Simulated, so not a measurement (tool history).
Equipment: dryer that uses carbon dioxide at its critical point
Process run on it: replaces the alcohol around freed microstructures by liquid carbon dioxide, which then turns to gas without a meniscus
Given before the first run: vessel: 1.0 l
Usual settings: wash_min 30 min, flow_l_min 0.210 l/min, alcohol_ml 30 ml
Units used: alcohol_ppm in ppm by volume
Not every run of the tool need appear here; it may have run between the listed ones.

run   hour  wash_min  flow_l_min  alcohol_ml  alcohol_ppm
  1    0.0        30       0.210          30          156
  2   30.4        43       0.210          30           38
  3   48.9        30       0.271          30           60
  4   84.0        30       0.271          30           59
  5  118.5        30       0.271          94          131
  6  140.1        30       0.210          30          177
  7  158.2        30       0.210          30          190
  8  190.3        30       0.210          30          192
  9  216.3        30       0.210         110          618
 10  233.1        30       0.210         110          629
 11  255.3        30       0.210          30          200
 12  278.3        30       0.210          30          212
 13  292.7        30       0.210          30          211
 14  311.2        30       0.210          30          212
 15  338.6        30       0.210          30          211
 16  359.1        30       0.210          30          215
 17  379.4        30       0.217          30          191
 18  410.1        30       0.217          30          205
 19  442.1        30       0.217          30          203

Run 20 comes next. What will it give?
 20  461.9        30       0.217          30            ?

Run 20 came out at alcohol_ppm 207 ppm by volume.
With the hidden condition absent and the run-to-run variation left alone, this run would have shown alcohol_ppm 94 ppm by volume.
